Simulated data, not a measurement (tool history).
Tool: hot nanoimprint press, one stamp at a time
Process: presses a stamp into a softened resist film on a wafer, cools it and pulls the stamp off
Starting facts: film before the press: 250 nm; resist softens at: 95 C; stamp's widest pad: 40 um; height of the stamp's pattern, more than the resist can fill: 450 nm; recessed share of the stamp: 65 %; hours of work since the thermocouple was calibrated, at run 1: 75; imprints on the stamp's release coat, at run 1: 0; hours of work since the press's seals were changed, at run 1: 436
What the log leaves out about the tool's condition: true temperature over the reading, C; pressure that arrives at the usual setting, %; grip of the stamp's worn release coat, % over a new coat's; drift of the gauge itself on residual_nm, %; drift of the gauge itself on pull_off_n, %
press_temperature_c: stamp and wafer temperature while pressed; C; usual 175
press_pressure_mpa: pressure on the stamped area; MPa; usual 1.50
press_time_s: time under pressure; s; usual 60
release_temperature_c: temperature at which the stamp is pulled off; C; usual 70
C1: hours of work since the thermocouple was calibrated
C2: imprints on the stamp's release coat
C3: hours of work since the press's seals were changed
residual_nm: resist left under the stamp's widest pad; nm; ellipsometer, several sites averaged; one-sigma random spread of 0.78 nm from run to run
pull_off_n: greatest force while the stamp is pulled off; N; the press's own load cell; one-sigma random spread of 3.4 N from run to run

run 1 day=0.000 | press_temperature_c=175 press_pressure_mpa=1.50 press_time_s=60 release_temperature_c=70 | C1=75 C2=0 C3=436 | residual_nm=100.7 pull_off_n=161
run 2 day=0.667 | press_temperature_c=175 press_pressure_mpa=1.50 press_time_s=60 release_temperature_c=70 | C1=85 C2=70 C3=446 | residual_nm=100.7 pull_off_n=162
run 3 day=1.608 | press_temperature_c=175 press_pressure_mpa=1.50 press_time_s=60 release_temperature_c=70 | C1=98 C2=168 C3=459 | residual_nm=98.5 pull_off_n=169
run 4 day=2.125 | press_temperature_c=179 press_pressure_mpa=1.50 press_time_s=60 release_temperature_c=70 | C1=106 C2=222 C3=467 | residual_nm=81.7 pull_off_n=183
run 5 day=2.800 | press_temperature_c=179 press_pressure_mpa=1.50 press_time_s=60 release_temperature_c=70 | C1=115 C2=292 C3=476 | residual_nm=80.3 pull_off_n=178
run 6 day=3.642 | press_temperature_c=179 press_pressure_mpa=1.50 press_time_s=60 release_temperature_c=70 | C1=127 C2=380 C3=488 | residual_nm=81.6 pull_off_n=177
run 7 day=4.296 | press_temperature_c=175 press_pressure_mpa=1.50 press_time_s=60 release_temperature_c=70 | C1=137 C2=448 C3=498 | residual_nm=99.3 pull_off_n=194
run 8 day=5.029 | press_temperature_c=175 press_pressure_mpa=1.50 press_time_s=60 release_temperature_c=70 | C1=147 C2=525 C3=508 | residual_nm=98.0 pull_off_n=195
run 9 day=5.654 | press_temperature_c=175 press_pressure_mpa=1.50 press_time_s=60 release_temperature_c=70 | C1=156 C2=590 C3=517 | residual_nm=98.5 pull_off_n=207
-- day=6.000 stamp cleaned and given a new release coat
run 10 day=6.838 | press_temperature_c=175 press_pressure_mpa=0.92 press_time_s=60 release_temperature_c=70 | C1=169 C2=88 C3=530 | residual_nm=119.7 pull_off_n=167
run 11 day=7.442 | press_temperature_c=175 press_pressure_mpa=0.92 press_time_s=60 release_temperature_c=70 | C1=178 C2=151 C3=539 | residual_nm=119.0 pull_off_n=173
run 12 day=8.183 | press_temperature_c=175 press_pressure_mpa=0.92 press_time_s=109 release_temperature_c=66 | C1=188 C2=228 C3=550 | residual_nm=94.9 pull_off_n=186
-- day=8.404 plate thermocouple calibrated
run 13 day=9.008 | press_temperature_c=168 press_pressure_mpa=1.50 press_time_s=60 release_temperature_c=56 | C1=9 C2=301 C3=560 | residual_nm=134.0 pull_off_n=201
run 14 day=9.633 | press_temperature_c=172 press_pressure_mpa=1.47 press_time_s=60 release_temperature_c=75 | C1=18 C2=366 C3=568 | residual_nm=112.1 pull_off_n=181
run 15 day=10.096 | press_temperature_c=172 press_pressure_mpa=1.47 press_time_s=51 release_temperature_c=67 | C1=24 C2=415 C3=575 | residual_nm=119.7 pull_off_n=186
run 16 day=10.783 | press_temperature_c=172 press_pressure_mpa=1.47 press_time_s=51 release_temperature_c=67 | C1=34 C2=486 C3=585 | residual_nm=120.1 pull_off_n=197
-- day=11.333 plate thermocouple calibrated, once more
run 17 day=11.892 | press_temperature_c=175 press_pressure_mpa=2.33 press_time_s=67 release_temperature_c=70 | C1=8 C2=589 C3=599 | residual_nm=80.3 pull_off_n=204
-- day=12.192 stamp cleaned and given a new release coat
run 18 day=12.754 | press_temperature_c=178 press_pressure_mpa=1.91 press_time_s=60 release_temperature_c=75 | C1=17 C2=58 C3=608 | residual_nm=78.4 pull_off_n=155
run 19 day=13.633 | press_temperature_c=179 press_pressure_mpa=2.28 press_time_s=60 release_temperature_c=68 | C1=29 C2=150 C3=620 | residual_nm=69.5 pull_off_n=177
run 20 day=14.321 | press_temperature_c=178 press_pressure_mpa=0.94 press_time_s=56 release_temperature_c=65 | C1=39 C2=222 C3=630 | residual_nm=110.2 pull_off_n=187
run 21 day=15.121 | press_temperature_c=178 press_pressure_mpa=0.94 press_time_s=56 release_temperature_c=65 | C1=50 C2=305 C3=641 | residual_nm=108.2 pull_off_n=190
run 22 day=15.604 | press_temperature_c=178 press_pressure_mpa=1.68 press_time_s=44 release_temperature_c=78 | C1=57 C2=355 C3=648 | residual_nm=95.6 pull_off_n=173

Alternative continuations, all from the tool just after run 22; predict every row:
run A day=16.058 | press_temperature_c=175 press_pressure_mpa=1.50 press_time_s=60 release_temperature_c=69 | C1=64 C2=403 C3=655 | residual_nm=? pull_off_n=?
run B day=16.058 | press_temperature_c=175 press_pressure_mpa=1.50 press_time_s=60 release_temperature_c=60 | C1=64 C2=403 C3=655 | residual_nm=? pull_off_n=?
run C day=16.058 | press_temperature_c=185 press_pressure_mpa=1.50 press_time_s=60 release_temperature_c=70 | C1=64 C2=403 C3=655 | residual_nm=? pull_off_n=?
run D day=16.058 | press_temperature_c=178 press_pressure_mpa=1.68 press_time_s=115 release_temperature_c=64 | C1=64 C2=403 C3=655 | residual_nm=? pull_off_n=?

run=A residual_nm=99.6 pull_off_n=191
run=B residual_nm=100.7 pull_off_n=199
run=C residual_nm=61.2 pull_off_n=187
run=D residual_nm=61.0 pull_off_n=197
With the hidden condition removed and each run's random variation left untouched, the same runs would have given:
run=A residual_nm=99.3 pull_off_n=162
run=B residual_nm=100.5 pull_off_n=168
run=C residual_nm=60.9 pull_off_n=158
run=D residual_nm=60.7 pull_off_n=166
